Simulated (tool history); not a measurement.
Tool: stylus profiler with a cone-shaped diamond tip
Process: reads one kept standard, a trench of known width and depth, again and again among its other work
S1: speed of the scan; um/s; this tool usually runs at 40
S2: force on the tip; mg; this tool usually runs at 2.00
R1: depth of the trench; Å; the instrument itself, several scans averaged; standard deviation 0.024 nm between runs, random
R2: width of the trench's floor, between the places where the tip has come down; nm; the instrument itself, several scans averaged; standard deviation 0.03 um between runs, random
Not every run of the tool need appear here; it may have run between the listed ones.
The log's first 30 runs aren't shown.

Run 31, hour 1592.7: usual settings but S1 51 um/s, S2 2.62 mg. Result: R1 1014.6 Å, R2 17990 nm.
Run 32, hour 1664.7: usual settings but S2 1.13 mg. Result: R1 1007.3 Å, R2 17950 nm.
Run 33, hour 1706.0: usual settings but S1 37 um/s, S2 4.67 mg. Result: R1 1022.2 Å, R2 18140 nm.
Run 34, hour 1780.3: usual settings but S1 155 um/s, S2 5.69 mg. Result: R1 1025.5 Å, R2 17620 nm.
Run 35, hour 1823.8: usual settings but S1 53 um/s, S2 3.11 mg. Result: R1 1016.1 Å, R2 17930 nm.
Run 36, hour 1878.8: usual settings but S1 53 um/s, S2 3.11 mg. Result: R1 1016.5 Å, R2 17940 nm.
Run 37, hour 1938.1: usual settings but S1 53 um/s, S2 3.11 mg. Result: R1 1015.9 Å, R2 17920 nm.
Run 38, hour 2009.0: usual settings but S1 48 um/s, S2 1.76 mg. Result: R1 1010.1 Å, R2 17850 nm.
Run 39, hour 2066.6: usual settings but S1 82 um/s, S2 1.71 mg. Result: R1 1009.9 Å, R2 17520 nm.
Run 40, hour 2116.6: usual settings but S1 144 um/s, S2 1.19 mg. Result: R1 1007.0 Å, R2 16950 nm.
Run 41, hour 2170.8: usual settings but S2 0.71 mg. Result: R1 1004.7 Å, R2 17720 nm.
At hour 2188.0: new tip fitted, height scale calibrated.
Run 42, hour 2238.5: usual settings but S2 1.28 mg. Result: R1 1009.3 Å, R2 18270 nm.
Run 43, hour 2277.7: usual settings but S1 142 um/s, S2 1.34 mg. Result: R1 1009.9 Å, R2 17460 nm.
Run 44, hour 2342.3: usual settings but S1 13 um/s, S2 5.37 mg. Result: R1 1025.3 Å, R2 18510 nm.
Run 45, hour 2391.6: usual settings but S1 44 um/s, S2 5.69 mg. Result: R1 1026.5 Å, R2 18410 nm.

Each row is a separate what-if for the run after 45, all from the same tool condition, not one after another. Results?
Run A, hour 2436.6: usual settings but S1 94 um/s, S2 2.45 mg. Result: R1 ?, R2 ?.
Run B, hour 2436.6: usual settings but S1 30 um/s, S2 1.84 mg. Result: R1 ?, R2 ?.
Run C, hour 2436.6: usual settings but S1 137 um/s, S2 5.76 mg. Result: R1 ?, R2 ?.
Run D, hour 2436.6: usual settings but S1 30 um/s, S2 5.69 mg. Result: R1 ?, R2 ?.

run      R1     R2
  A  1014.3  17960
  B  1011.4  18370
  C  1026.4  18020
  D  1026.6  18430
What these runs would have given with no unlogged condition in the tool:
run      R1     R2
  A  1015.5  18040
  B  1012.6  18450
  C  1027.7  18100
  D  1027.9  18510

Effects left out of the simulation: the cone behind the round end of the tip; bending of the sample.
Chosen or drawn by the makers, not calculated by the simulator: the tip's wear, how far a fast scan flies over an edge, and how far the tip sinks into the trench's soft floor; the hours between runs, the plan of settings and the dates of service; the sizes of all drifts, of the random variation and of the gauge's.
